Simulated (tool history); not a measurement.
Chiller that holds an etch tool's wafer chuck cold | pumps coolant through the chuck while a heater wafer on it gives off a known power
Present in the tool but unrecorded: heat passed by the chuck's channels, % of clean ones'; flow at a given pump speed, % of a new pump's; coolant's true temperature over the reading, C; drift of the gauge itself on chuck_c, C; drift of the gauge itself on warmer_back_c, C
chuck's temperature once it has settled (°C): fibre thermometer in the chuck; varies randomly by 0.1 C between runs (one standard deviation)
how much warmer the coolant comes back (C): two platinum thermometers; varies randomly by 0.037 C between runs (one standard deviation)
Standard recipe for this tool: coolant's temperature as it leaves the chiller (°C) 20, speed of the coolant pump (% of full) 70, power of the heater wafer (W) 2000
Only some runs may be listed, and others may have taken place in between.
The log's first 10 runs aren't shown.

run     day  coolant's temperature as it leaves the chiller (°C)  speed of the coolant pump (% of full)  power of the heater wafer (W)  hours since the coolant was changed and the channels were flushed  hours since the pump was overhauled  hours since the chiller's thermometer was calibrated  chuck's temperature once it has settled (°C)  how much warmer the coolant comes back (C)
 11  13.125                                                   19                                     70                           2000                                                               5298                                 1018                                                   678                                          38.3                                        7.51
 12  14.838                                                   19                                     70                           2000                                                               5339                                 1059                                                   719                                          38.2                                        7.53
 13  16.458                                                   19                                     70                           1883                                                               5378                                 1098                                                   758                                          37.3                                        7.08
 14  17.292                                                   19                                     70                           1883                                                               5398                                 1118                                                   778                                          37.2                                         7.2
 15  18.638                                                   19                                     70                           1883                                                               5430                                 1150                                                   810                                          37.3                                        7.17
 16  19.988                                                   19                                     70                           1883                                                               5463                                 1182                                                   842                                          37.2                                        7.07
 17  20.867                                                   19                                     70                           1883                                                               5484                                 1203                                                   864                                          37.4                                         7.1
 18  21.854                                                   19                                     70                           1883                                                               5508                                 1227                                                   887                                          37.4                                        7.07
 19  23.271                                                   28                                     70                           2094                                                               5542                                 1261                                                   921                                          48.2                                        7.91
 20  24.933                                                   28                                     70                           2094                                                               5581                                 1301                                                   961                                          48.3                                         7.9
 21  26.346                                                   20                                     67                           1028                                                               5615                                 1335                                                   995                                          30.4                                        4.11
 22  28.208                                                   20                                     67                           1028                                                               5660                                 1380                                                  1040                                          30.5                                        4.17
 23  29.242                                                   11                                     67                           1325                                                               5685                                 1404                                                  1064                                          24.4                                        5.31
 24  30.579                                                   21                                     85                           1341                                                               5717                                 1436                                                  1097                                          32.3                                         4.1
 25  31.779                                                   28                                     61                           2438                                                               5746                                 1465                                                  1125                                          54.3                                       10.67
 26   33.05                                                   20                                     93                           2122                                                               5776                                 1496                                                  1156                                          36.6                                        5.86
 27  34.892                                                   20                                     93                           2122                                                               5820                                 1540                                                  1200                                          36.7                                        5.88
 28  36.533                                                   10                                     92                           2122                                                               5860                                 1579                                                  1240                                          26.8                                        5.97
 29  38.242                                                   13                                     61                           1750                                                               5901                                 1620                                                  1280                                          32.1                                        7.64

Run 30 has not been measured yet. What should we expect?
 30  39.971                                                   13                                     61                           1750                                                               5942                                 1662                                                  1322                                             ?                                           ?

chuck's temperature once it has settled (°C): 31.9
how much warmer the coolant comes back (C): 7.69
On a tool with no hidden condition, and with the same random variation, this run would have come out at chuck's temperature once it has settled (°C) 30.6, how much warmer the coolant comes back (C) 7.6.

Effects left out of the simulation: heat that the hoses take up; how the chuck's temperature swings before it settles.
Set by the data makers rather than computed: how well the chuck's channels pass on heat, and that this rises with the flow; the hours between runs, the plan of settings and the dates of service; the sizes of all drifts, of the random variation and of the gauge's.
